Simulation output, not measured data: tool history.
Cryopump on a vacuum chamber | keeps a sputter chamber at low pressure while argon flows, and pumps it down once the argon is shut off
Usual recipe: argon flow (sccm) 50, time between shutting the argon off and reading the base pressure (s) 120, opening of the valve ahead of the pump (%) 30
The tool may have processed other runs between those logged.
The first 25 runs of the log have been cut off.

| run | day | argon flow (sccm) | time between shutting the argon off and reading the base pressure (s) | opening of the valve ahead of the pump (%) | hours of work since the pump was warmed up and emptied | hours of work since the cold head was overhauled | hours of work since the chamber's fittings were tightened | pressure while argon flows (Pa) | pressure after the wait (uPa) |
|---|---|---|---|---|---|---|---|---|---|
| 26 | 32.900 | 91 | 76 | 27 | 752 | 752 | 563 | 0.2854 | 0.55 |
| 27 | 34.175 | 20 | 76 | 27 | 771 | 771 | 583 | 0.0627 | 0.53 |
| 28 | 35.608 | 35 | 214 | 16 | 793 | 793 | 605 | 0.1824 | 0.38 |
|  | 35.954 | pump warmed up, emptied and cooled again |
| 29 | 37.579 | 35 | 214 | 16 | 25 | 820 | 631 | 0.1779 | 0.33 |
| 30 | 39.071 | 35 | 214 | 31 | 47 | 842 | 654 | 0.0931 | 0.34 |
| 31 | 40.188 | 29 | 120 | 30 | 64 | 859 | 671 | 0.0792 | 0.41 |
| 32 | 41.542 | 58 | 120 | 59 | 85 | 880 | 692 | 0.0826 | 0.44 |
| 33 | 42.746 | 58 | 182 | 24 | 103 | 898 | 710 | 0.1969 | 0.32 |

Alternative continuations, all from the tool just after run 33; predict every row:
| A | 43.762 | 35 | 52 | 17 | 119 | 914 | 725 | ? | ? |
| B | 43.762 | 75 | 50 | 35 | 119 | 914 | 725 | ? | ? |
| C | 43.762 | 40 | 112 | 26 | 119 | 914 | 725 | ? | ? |
| D | 43.762 | 58 | 182 | 30 | 119 | 914 | 725 | ? | ? |
| E | 43.762 | 73 | 60 | 24 | 119 | 914 | 725 | ? | ? |

| run | pressure while argon flows (Pa) | pressure after the wait (uPa) |
|---|---|---|
| A | 0.1689 | 0.68 |
| B | 0.1773 | 0.70 |
| C | 0.1267 | 0.40 |
| D | 0.1592 | 0.38 |
| E | 0.2471 | 0.59 |
What these runs would have given with no unlogged condition in the tool:
| run | pressure while argon flows (Pa) | pressure after the wait (uPa) |
|---|---|---|
| A | 0.1677 | 0.58 |
| B | 0.1747 | 0.61 |
| C | 0.1253 | 0.30 |
| D | 0.1571 | 0.29 |
| E | 0.2445 | 0.49 |
